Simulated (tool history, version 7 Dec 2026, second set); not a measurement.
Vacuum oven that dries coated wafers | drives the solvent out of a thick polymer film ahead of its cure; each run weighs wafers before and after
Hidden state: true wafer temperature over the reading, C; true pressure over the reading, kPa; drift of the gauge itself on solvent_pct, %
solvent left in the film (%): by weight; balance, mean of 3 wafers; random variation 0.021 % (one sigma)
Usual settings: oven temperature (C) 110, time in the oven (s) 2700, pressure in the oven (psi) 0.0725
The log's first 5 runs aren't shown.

run   hour  oven temperature (C)  time in the oven (s)  pressure in the oven (psi)  hours of work since the thermocouples were calibrated  hours of work since the vacuum gauge was cleaned of residue  solvent left in the film (%)
  6  165.8                   100                  2700                      0.0725                                                    120                                                          350                          2.11
  7  192.9                   100                  2700                      0.0725                                                    137                                                          367                          2.13
  8  217.5                   100                  2700                      0.0725                                                    152                                                          382                          2.16
  9  256.3                   112                  2700                      0.0725                                                    176                                                          406                          0.74
 10  300.3                   112                  2700                      0.0725                                                    204                                                          433                          0.75
 11  338.8                   112                  2700                      0.0725                                                    227                                                          457                          0.76
 12  358.7                   112                  2700                      0.0725                                                    240                                                          469                          0.76
 13  391.9                   110                  1800                      0.0725                                                    260                                                          490                          2.06
 14  435.4                   110                  1800                      0.0725                                                    287                                                          517                          2.03
 15  465.4                   110                  1800                      0.0725                                                    306                                                          535                          2.04
 16  503.1                   116                  2700                      0.0725                                                    329                                                          559                          0.54
 17  522.6                   116                  2700                      0.0725                                                    341                                                          571                          0.58
 18  557.2                   116                  2700                      0.0725                                                    362                                                          592                          0.56
 19  593.7                   116                  2700                      0.0725                                                    385                                                          615                          0.58
 20  637.2                   105                  3780                      0.0725                                                    412                                                          641                          0.82
 21  668.0                   105                  3780                      0.0725                                                    431                                                          661                          0.82
 22  700.9                   121                  2700                      0.2318                                                    451                                                          681                          0.72
 23  727.1                   118                  2820                      0.0882                                                    467                                                          697                          0.48
 24  753.8                   110                  2100                      0.0793                                                    484                                                          714                          1.66

The next listed run, before its measurement:
 25  797.2                   110                  2100                      0.0793                                                    511                                                          740                             ?

{"run 25": {"solvent left in the film (%)": 1.65}}
Without the tool's hidden state the same run would have given solvent left in the film (%) 1.45.

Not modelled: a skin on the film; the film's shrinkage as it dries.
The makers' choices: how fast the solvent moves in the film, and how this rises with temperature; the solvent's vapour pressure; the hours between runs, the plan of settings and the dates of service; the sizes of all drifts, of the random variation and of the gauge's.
